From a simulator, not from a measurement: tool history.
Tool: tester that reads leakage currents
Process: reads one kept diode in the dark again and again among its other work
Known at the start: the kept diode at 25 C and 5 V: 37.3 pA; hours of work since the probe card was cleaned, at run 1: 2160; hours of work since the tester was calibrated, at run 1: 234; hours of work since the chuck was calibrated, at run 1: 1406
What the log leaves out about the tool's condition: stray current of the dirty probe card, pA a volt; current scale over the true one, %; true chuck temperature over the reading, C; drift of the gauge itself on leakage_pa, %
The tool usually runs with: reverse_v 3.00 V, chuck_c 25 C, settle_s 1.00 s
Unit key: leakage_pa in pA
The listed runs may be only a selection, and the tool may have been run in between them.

run	hour	reverse_v	chuck_c	settle_s	hours of work since the probe card was cleaned	hours of work since the tester was calibrated	hours of work since the chuck was calibrated	leakage_pa
1	0.0	3.00	25	1.00	2160	234	1406	31.18
2	28.2	3.00	25	1.22	2174	248	1420	31.03
3	66.0	3.00	25	2.34	2192	266	1439	31.32
4	103.0	3.00	25	2.34	2211	284	1457	31.07
5	128.4	3.00	25	2.34	2223	296	1469	31.26
6	148.8	3.00	25	1.00	2233	306	1479	31.16
7	175.1	3.00	57	1.00	2246	319	1492	255.37
8	195.7	9.74	22	1.00	2256	329	1502	39.12
9	225.5	9.74	27	2.36	2270	344	1516	55.74
10	260.9	1.36	24	0.53	2288	361	1534	21.75

Run 11 has not been measured yet. What should we expect?
11	284.2	11.04	28	4.79	2299	372	1545	?

leakage_pa: 62.11 pA
With no hidden state in the tool, this same run would have given leakage_pa 62.10 pA.

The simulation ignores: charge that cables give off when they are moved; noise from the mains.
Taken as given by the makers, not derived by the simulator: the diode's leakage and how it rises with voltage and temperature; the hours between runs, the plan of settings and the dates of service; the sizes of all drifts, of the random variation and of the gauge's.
